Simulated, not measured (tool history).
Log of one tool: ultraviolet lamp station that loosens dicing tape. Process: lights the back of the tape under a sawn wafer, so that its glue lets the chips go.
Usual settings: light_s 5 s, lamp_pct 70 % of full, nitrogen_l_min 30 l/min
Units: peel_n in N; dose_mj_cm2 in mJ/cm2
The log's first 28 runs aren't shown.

{"run": 29, "day": 92.117, "light_s": 5, "lamp_pct": 81, "nitrogen_l_min": 14, "peel_n": 0.837, "dose_mj_cm2": 403}
{"run": 30, "day": 94.7, "light_s": 3, "lamp_pct": 70, "nitrogen_l_min": 30, "peel_n": 1.518, "dose_mj_cm2": 208}
{"run": 31, "day": 98.971, "light_s": 4, "lamp_pct": 89, "nitrogen_l_min": 60, "peel_n": 0.505, "dose_mj_cm2": 337}
{"run": 32, "day": 101.367, "light_s": 5, "lamp_pct": 63, "nitrogen_l_min": 30, "peel_n": 0.905, "dose_mj_cm2": 300}
{"run": 33, "day": 105.367, "light_s": 7, "lamp_pct": 79, "nitrogen_l_min": 10, "peel_n": 0.714, "dose_mj_cm2": 509}
{"run": 34, "day": 108.158, "light_s": 7, "lamp_pct": 79, "nitrogen_l_min": 10, "peel_n": 0.754, "dose_mj_cm2": 510}
{"run": 35, "day": 110.446, "light_s": 2, "lamp_pct": 70, "nitrogen_l_min": 33, "peel_n": 2.504, "dose_mj_cm2": 119}
{"run": 36, "day": 114.696, "light_s": 3, "lamp_pct": 71, "nitrogen_l_min": 11, "peel_n": 2.518, "dose_mj_cm2": 184}
{"run": 37, "day": 117.483, "light_s": 9, "lamp_pct": 90, "nitrogen_l_min": 59, "peel_n": 0.201, "dose_mj_cm2": 691}
{"run": 38, "day": 119.5, "light_s": 9, "lamp_pct": 90, "nitrogen_l_min": 59, "peel_n": 0.203, "dose_mj_cm2": 680}
{"run": 39, "day": 121.45, "light_s": 3, "lamp_pct": 70, "nitrogen_l_min": 30, "peel_n": 1.902, "dose_mj_cm2": 176}
{"day": 123.296, "done": "window cleaned of glue's vapour"}
{"run": 40, "day": 123.296, "light_s": 3, "lamp_pct": 70, "nitrogen_l_min": 16, "peel_n": 2.216, "dose_mj_cm2": 188}
{"run": 41, "day": 126.333, "light_s": 3, "lamp_pct": 70, "nitrogen_l_min": 16, "peel_n": 2.198, "dose_mj_cm2": 179}

Forecast each of these 4 alternatives for the next run:
{"run": "A", "day": 130.446, "light_s": 5, "lamp_pct": 77, "nitrogen_l_min": 11, "peel_n": "?", "dose_mj_cm2": "?"}
{"run": "B", "day": 130.446, "light_s": 4, "lamp_pct": 73, "nitrogen_l_min": 28, "peel_n": "?", "dose_mj_cm2": "?"}
{"run": "C", "day": 130.446, "light_s": 5, "lamp_pct": 70, "nitrogen_l_min": 28, "peel_n": "?", "dose_mj_cm2": "?"}
{"run": "D", "day": 130.446, "light_s": 5, "lamp_pct": 70, "nitrogen_l_min": 10, "peel_n": "?", "dose_mj_cm2": "?"}

run=A peel_n=1.368 dose_mj_cm2=329
run=B peel_n=1.232 dose_mj_cm2=255
run=C peel_n=0.910 dose_mj_cm2=303
run=D peel_n=1.592 dose_mj_cm2=298
Without the tool's hidden state the same runs would have given:
run=A peel_n=0.759 dose_mj_cm2=476
run=B peel_n=0.667 dose_mj_cm2=367
run=C peel_n=0.473 dose_mj_cm2=438
run=D peel_n=0.926 dose_mj_cm2=432
